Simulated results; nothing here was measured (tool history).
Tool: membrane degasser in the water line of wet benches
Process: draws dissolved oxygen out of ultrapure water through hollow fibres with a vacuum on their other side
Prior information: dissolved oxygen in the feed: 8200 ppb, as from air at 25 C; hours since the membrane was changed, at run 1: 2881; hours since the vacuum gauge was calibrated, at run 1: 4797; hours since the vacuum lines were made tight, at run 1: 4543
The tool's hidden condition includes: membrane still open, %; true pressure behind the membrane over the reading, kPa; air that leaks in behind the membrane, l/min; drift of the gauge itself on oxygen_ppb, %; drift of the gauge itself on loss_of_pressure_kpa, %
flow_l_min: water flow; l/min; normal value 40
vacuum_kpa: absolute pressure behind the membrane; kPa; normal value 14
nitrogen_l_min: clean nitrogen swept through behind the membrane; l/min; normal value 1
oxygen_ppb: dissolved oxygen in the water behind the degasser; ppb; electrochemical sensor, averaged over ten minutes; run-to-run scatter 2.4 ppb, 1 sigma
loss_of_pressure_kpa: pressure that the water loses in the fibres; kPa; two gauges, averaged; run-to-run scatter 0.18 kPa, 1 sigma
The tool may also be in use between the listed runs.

run,hour,flow_l_min,vacuum_kpa,nitrogen_l_min,hours since the membrane was changed,hours since the vacuum gauge was calibrated,hours since the vacuum lines were made tight,oxygen_ppb,loss_of_pressure_kpa
1,0,40,14,1,2881,4797,4543,828.6,30.71
2,62.9,50,14,1,2944,4860,4606,1008.3,38.76
3,131.9,50,14,1,3013,4929,4675,1004.4,38.75
4,166.7,50,14,1,3048,4964,4710,1011.1,38.75
5,219.5,50,14,1,3101,5016,4762,1007.6,38.72
6,298.1,40,14,1,3179,5095,4841,827.1,30.98
7,352.4,40,14,1,3234,5149,4895,826.6,31.26
8,413.4,40,14,1,3295,5210,4956,831.5,30.96
9,462.3,40,14,1,3343,5259,5005,827.6,30.76
10,501.6,40,14,1,3383,5298,5045,826.3,31.2
11,577.2,40,14,1,3458,5374,5120,831.7,31.42
12,612,40,25.8,1,3493,5409,5155,1561,31.24
13,675.2,40,25.8,1,3556,5472,5218,1554,31.16
14,755.6,40,25.8,1,3637,5552,5299,1564.4,31.18
15,796.2,40,25.8,1,3677,5593,5339,1553.1,31.53
# hour 820.8: vacuum gauge calibrated
16,858,40,14,1,3739,37,5401,826.8,31.56
17,925.5,35,32.2,0.5,3806,105,5468,2662.2,27.64
18,1006.7,26,16.7,2.11,3887,186,5549,375.1,20.24
19,1079.1,26,16.7,2.11,3960,258,5622,375.3,20.45
20,1145.2,26,16.7,2.11,4026,324,5688,376.1,20.56
21,1182.6,40,15.8,1.13,4063,362,5725,868.4,31.73
22,1231.2,26,13.8,0.6,4112,410,5774,836.4,20.73
23,1277.7,26,13.8,0.6,4158,457,5820,834.4,20.47
24,1355.7,30,27.4,0.6,4236,535,5898,1886.3,23.71
25,1416.1,30,27.4,0.6,4297,595,5959,1889.4,23.96
26,1478,24,27.4,1.18,4359,657,6021,977.9,19.11
27,1523.5,24,27.4,1.18,4404,703,6066,982.3,19
# hour 1549.4: gauge calibrated
28,1595.6,39,14,1,4476,775,6138,809,30.14
29,1650.5,40,14,1,4531,830,6193,827.5,30.81
30,1701.7,40,14,1,4582,881,6244,823.8,30.96
31,1764.5,44,10.3,1,4645,944,6307,629.5,34.13
32,1837.6,44,10.3,1,4718,1017,6380,624.2,34.01

For each entry between runs, how does the tool's hidden state at the last listed run before it compare with that at the first listed run after it?
Run 15 -> run 16: vacuum gauge calibrated (hour 820.8)
  drift of the gauge itself on loss_of_pressure_kpa, %: 1.5 -> 1.62
  the result without the hidden state subtracted from the measured one, loss_of_pressure_kpa: +0.48 -> +0.51 kPa
Run 27 -> run 28: gauge calibrated (hour 1549.4)
  drift of the gauge itself on loss_of_pressure_kpa, %: 2.87 -> 0.09
  the result without the hidden state subtracted from the measured one, loss_of_pressure_kpa: +0.53 -> +0.04 kPa
